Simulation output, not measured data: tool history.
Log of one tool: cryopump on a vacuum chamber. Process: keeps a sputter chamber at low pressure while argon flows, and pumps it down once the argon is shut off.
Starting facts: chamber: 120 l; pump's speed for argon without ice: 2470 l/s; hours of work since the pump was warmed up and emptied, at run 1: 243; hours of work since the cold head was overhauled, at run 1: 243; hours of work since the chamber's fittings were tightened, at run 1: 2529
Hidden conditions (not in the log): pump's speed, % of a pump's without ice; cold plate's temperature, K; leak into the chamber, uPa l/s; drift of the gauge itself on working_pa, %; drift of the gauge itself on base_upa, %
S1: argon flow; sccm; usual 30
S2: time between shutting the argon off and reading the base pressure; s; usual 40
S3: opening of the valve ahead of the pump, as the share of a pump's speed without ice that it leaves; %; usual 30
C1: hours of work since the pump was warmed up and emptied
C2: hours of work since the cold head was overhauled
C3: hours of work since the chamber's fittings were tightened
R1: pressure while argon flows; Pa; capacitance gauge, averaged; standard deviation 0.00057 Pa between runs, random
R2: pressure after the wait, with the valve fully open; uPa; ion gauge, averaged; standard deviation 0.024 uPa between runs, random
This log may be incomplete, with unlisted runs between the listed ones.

run,hour,S1,S2,S3,C1,C2,C3,R1,R2
1,0.0,30,40,30,243,243,2529,0.0726,2.27
2,24.9,30,40,30,259,259,2545,0.0726,2.44
3,58.2,30,40,30,279,279,2565,0.0729,2.50
4,77.5,30,40,30,291,291,2577,0.0726,2.49
5,96.8,30,40,30,303,303,2589,0.0744,2.44
# hour 101.7: leaking fittings of the chamber tightened, without venting
6,123.2,30,40,30,318,318,13,0.0741,1.04
7,149.9,30,40,30,335,335,30,0.0750,1.06
8,176.6,30,25,30,351,351,46,0.0757,1.56
9,201.1,30,25,30,366,366,61,0.0744,1.62
# hour 222.0: pump warmed up, emptied and cooled again
10,225.0,30,25,30,2,378,73,0.0703,1.50
11,247.7,30,25,30,16,392,87,0.0685,1.48
12,271.0,30,25,30,30,407,102,0.0692,1.49
13,299.1,30,40,30,48,424,119,0.0697,1.08
14,326.2,30,40,30,64,441,136,0.0693,1.05
15,359.5,30,40,30,85,461,156,0.0685,1.06
16,383.0,27,80,30,100,476,171,0.0634,0.71
17,424.8,27,80,30,125,502,197,0.0635,0.66
18,457.5,15,50,16,146,522,217,0.0657,0.98
19,486.7,15,48,16,164,540,235,0.0659,1.01
20,507.6,20,29,16,177,553,248,0.0887,1.43
21,545.3,26,188,16,200,576,271,0.1139,0.47
22,567.1,38,40,27,213,589,284,0.1016,1.19
23,595.3,38,40,27,231,607,302,0.1019,1.17
24,626.1,38,40,27,250,626,321,0.1021,1.18
25,664.4,24,54,40,273,650,345,0.0440,0.99
26,705.6,30,201,30,299,675,370,0.0744,0.58
27,745.5,13,201,15,323,700,395,0.0622,0.62
28,769.0,27,294,15,338,714,409,0.1290,0.56
29,794.6,30,40,19,354,730,425,0.1141,1.26
30,823.3,30,22,18,372,748,443,0.1217,1.90

5 options for the next run, each taken on its own from the tool as it stands now. Forecast them:
# hour 835.1: pump warmed up, emptied and cooled again
A,864.2,30,226,36,18,770,465,?,?
# hour 835.1: pump warmed up, emptied and cooled again
B,864.2,30,69,30,18,770,465,?,?
# hour 835.1: pump warmed up, emptied and cooled again
C,864.2,53,40,17,18,770,465,?,?
# hour 835.1: pump warmed up, emptied and cooled again
D,864.2,19,38,44,18,770,465,?,?
# hour 835.1: pump warmed up, emptied and cooled again
E,864.2,37,22,18,18,770,465,?,?

run,R1,R2
A,0.0568,0.53
B,0.0695,0.84
C,0.2131,1.20
D,0.0308,1.14
E,0.1406,1.92
Without the tool's unlogged condition, the same runs would have read:
run,R1,R2
A,0.0563,0.27
B,0.0689,0.59
C,0.2121,0.94
D,0.0304,0.89
E,0.1400,1.65
